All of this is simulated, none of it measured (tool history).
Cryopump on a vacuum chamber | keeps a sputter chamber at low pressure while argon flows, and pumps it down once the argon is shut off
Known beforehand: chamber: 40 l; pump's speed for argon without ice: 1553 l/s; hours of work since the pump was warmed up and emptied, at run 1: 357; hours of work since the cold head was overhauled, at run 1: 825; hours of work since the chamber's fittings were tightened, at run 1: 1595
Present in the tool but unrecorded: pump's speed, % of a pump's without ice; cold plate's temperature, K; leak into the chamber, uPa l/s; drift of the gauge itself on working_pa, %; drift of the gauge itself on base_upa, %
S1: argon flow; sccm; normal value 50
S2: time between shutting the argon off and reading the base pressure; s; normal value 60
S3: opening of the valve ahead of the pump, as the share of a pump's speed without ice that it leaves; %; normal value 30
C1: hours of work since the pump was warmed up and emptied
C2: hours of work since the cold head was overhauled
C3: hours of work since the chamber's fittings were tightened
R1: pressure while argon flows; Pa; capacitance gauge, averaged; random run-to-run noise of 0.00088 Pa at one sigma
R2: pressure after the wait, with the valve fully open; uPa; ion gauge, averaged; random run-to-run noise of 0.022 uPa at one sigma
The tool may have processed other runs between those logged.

Run 1, hour 0: usual settings; C1 357; C2 825; C3 1595. Result: R1 0.1922 Pa, R2 1.83 uPa.
Run 2, hour 77.4: usual settings but S2 36 s; C1 403; C2 871; C3 1641. Result: R1 0.1942 Pa, R2 2.28 uPa.
At hour 160.7: pump warmed up, emptied and cooled again.
Run 3, hour 162.6: usual settings but S2 36 s; C1 1; C2 918; C3 1688. Result: R1 0.1833 Pa, R2 1.98 uPa.
Run 4, hour 228.6: usual settings; C1 40; C2 956; C3 1727. Result: R1 0.1835 Pa, R2 1.78 uPa.
Run 5, hour 300.5: usual settings; C1 82; C2 999; C3 1769. Result: R1 0.1821 Pa, R2 1.89 uPa.
Run 6, hour 346.6: usual settings; C1 109; C2 1026; C3 1796. Result: R1 0.1845 Pa, R2 1.87 uPa.
Run 7, hour 420.9: usual settings but S1 43 sccm; C1 153; C2 1069; C3 1840. Result: R1 0.1608 Pa, R2 1.95 uPa.
Run 8, hour 528.5: usual settings but S1 43 sccm; C1 216; C2 1133; C3 1903. Result: R1 0.1613 Pa, R2 2.05 uPa.
Run 9, hour 573.5: usual settings but S1 43 sccm; C1 243; C2 1159; C3 1930. Result: R1 0.1619 Pa, R2 2.13 uPa.
Run 10, hour 623.3: usual settings but S1 43 sccm; C1 272; C2 1188; C3 1959. Result: R1 0.1649 Pa, R2 2.08 uPa.
Run 11, hour 719.1: usual settings but S1 40 sccm; C1 328; C2 1245; C3 2015. Result: R1 0.1529 Pa, R2 2.19 uPa.
Run 12, hour 764: usual settings but S1 40 sccm; C1 354; C2 1271; C3 2041. Result: R1 0.1552 Pa, R2 2.33 uPa.
Run 13, hour 837.9: usual settings but S1 32 sccm, S3 40 %; C1 398; C2 1314; C3 2085. Result: R1 0.0954 Pa, R2 2.4 uPa.
Run 14, hour 901.5: usual settings but S1 32 sccm, S3 40 %; C1 435; C2 1352; C3 2122. Result: R1 0.0962 Pa, R2 2.4 uPa.
At hour 930.2: pump warmed up, emptied and cooled again.
Run 15, hour 953.4: usual settings but S1 33 sccm, S2 25 s; C1 14; C2 1379; C3 2150. Result: R1 0.1195 Pa, R2 2.73 uPa.
Run 16, hour 1041.8: usual settings but S1 93 sccm, S2 25 s, S3 20 %; C1 66; C2 1431; C3 2202. Result: R1 0.5136 Pa, R2 2.77 uPa.
Run 17, hour 1131.1: usual settings but S1 67 sccm, S2 39 s, S3 15 %; C1 118; C2 1484; C3 2254. Result: R1 0.4925 Pa, R2 2.46 uPa.
Run 18, hour 1233.6: usual settings but S1 67 sccm, S2 39 s, S3 15 %; C1 178; C2 1544; C3 2314. Result: R1 0.4946 Pa, R2 2.54 uPa.

Predict each of these 4 candidate next runs independently; none follows another, all start after run 18:
Run A, hour 1302.2: usual settings but S1 67 sccm, S2 39 s, S3 20 %; C1 219; C2 1584; C3 2355. Result: R1 ?, R2 ?.
Run B, hour 1302.2: usual settings but S1 53 sccm, S3 16 %; C1 219; C2 1584; C3 2355. Result: R1 ?, R2 ?.
Run C, hour 1302.2: usual settings but S3 31 %; C1 219; C2 1584; C3 2355. Result: R1 ?, R2 ?.
Run D, hour 1302.2: usual settings but S1 60 sccm, S2 33 s; C1 219; C2 1584; C3 2355. Result: R1 ?, R2 ?.

run      R1    R2
  A  0.3746   2.7
  B  0.3695  2.35
  C  0.1833  2.43
  D  0.2275  2.82
Had the tool no hidden state, the same runs would have come out as:
run      R1    R2
  A   0.365  0.91
  B  0.3618  0.64
  C  0.1761  0.68
  D  0.2188  1.04
